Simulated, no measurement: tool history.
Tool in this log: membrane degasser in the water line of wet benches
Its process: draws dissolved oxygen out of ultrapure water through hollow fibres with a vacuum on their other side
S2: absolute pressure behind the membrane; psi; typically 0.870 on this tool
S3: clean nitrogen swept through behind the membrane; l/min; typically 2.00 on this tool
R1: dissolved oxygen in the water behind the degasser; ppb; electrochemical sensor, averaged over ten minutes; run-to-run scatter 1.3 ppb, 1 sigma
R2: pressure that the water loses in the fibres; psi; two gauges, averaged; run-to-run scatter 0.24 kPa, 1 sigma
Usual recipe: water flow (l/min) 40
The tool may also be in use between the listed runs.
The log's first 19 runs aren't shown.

Run 20, hour 973.2: usual settings but water flow (l/min) 26, S2 0.851 psi. Result: R1 79.9 ppb, R2 5.726 psi.
Run 21, hour 1005.4: usual settings but water flow (l/min) 52, S2 1.706 psi. Result: R1 481.9 ppb, R2 11.375 psi.
Run 22, hour 1043.3: usual settings but water flow (l/min) 37, S2 0.616 psi, S3 2.09 l/min. Result: R1 45.7 ppb, R2 8.099 psi.
Run 23, hour 1076.8: usual settings but water flow (l/min) 37, S2 0.616 psi, S3 2.09 l/min. Result: R1 46.3 ppb, R2 8.135 psi.
Run 24, hour 1112.8: usual settings but water flow (l/min) 37, S2 0.616 psi, S3 2.09 l/min. Result: R1 46.1 ppb, R2 8.206 psi.
At hour 1152.1: vacuum gauge calibrated.
Run 25, hour 1160.2: usual settings but water flow (l/min) 55, S2 1.002 psi, S3 4.90 l/min. Result: R1 121.4 ppb, R2 12.090 psi.
Run 26, hour 1226.0: usual settings but water flow (l/min) 55, S2 1.002 psi, S3 4.90 l/min. Result: R1 120.0 ppb, R2 12.096 psi.
Run 27, hour 1284.3: usual settings but water flow (l/min) 55, S2 1.002 psi, S3 4.90 l/min. Result: R1 121.0 ppb, R2 12.054 psi.
Run 28, hour 1349.3: usual settings but water flow (l/min) 58, S2 0.598 psi, S3 1.09 l/min. Result: R1 118.2 ppb, R2 12.795 psi.
Run 29, hour 1415.2: usual settings but water flow (l/min) 58, S2 0.598 psi, S3 1.09 l/min. Result: R1 121.5 ppb, R2 12.739 psi.
Run 30, hour 1455.8: usual settings but water flow (l/min) 52, S2 1.291 psi, S3 0.96 l/min. Result: R1 576.3 ppb, R2 11.396 psi.
Run 31, hour 1523.0: usual settings but water flow (l/min) 52, S2 1.291 psi. Result: R1 327.8 ppb, R2 11.409 psi.
Run 32, hour 1586.0: usual settings but water flow (l/min) 41, S2 0.650 psi, S3 1.42 l/min. Result: R1 83.7 ppb, R2 9.033 psi.

4 options for the next run, each taken on its own from the tool as it stands now. Forecast them:
Run A, hour 1653.4: usual settings but S3 6.00 l/min. Result: R1 ?, R2 ?.
Run B, hour 1653.4: usual settings but water flow (l/min) 25, S2 0.663 psi. Result: R1 ?, R2 ?.
Run C, hour 1653.4: usual settings but water flow (l/min) 46, S2 0.650 psi, S3 4.83 l/min. Result: R1 ?, R2 ?.
Run D, hour 1653.4: usual settings but water flow (l/min) 41, S2 1.490 psi, S3 1.42 l/min. Result: R1 ?, R2 ?.

run     R1      R2
  A   51.6   8.801
  B   39.7   5.509
  C   39.9  10.160
  D  419.3   9.056
Without the tool's unlogged condition, the same runs would have read:
run     R1      R2
  A   51.6   8.801
  B   39.7   5.509
  C   39.9  10.158
  D  419.3   9.055
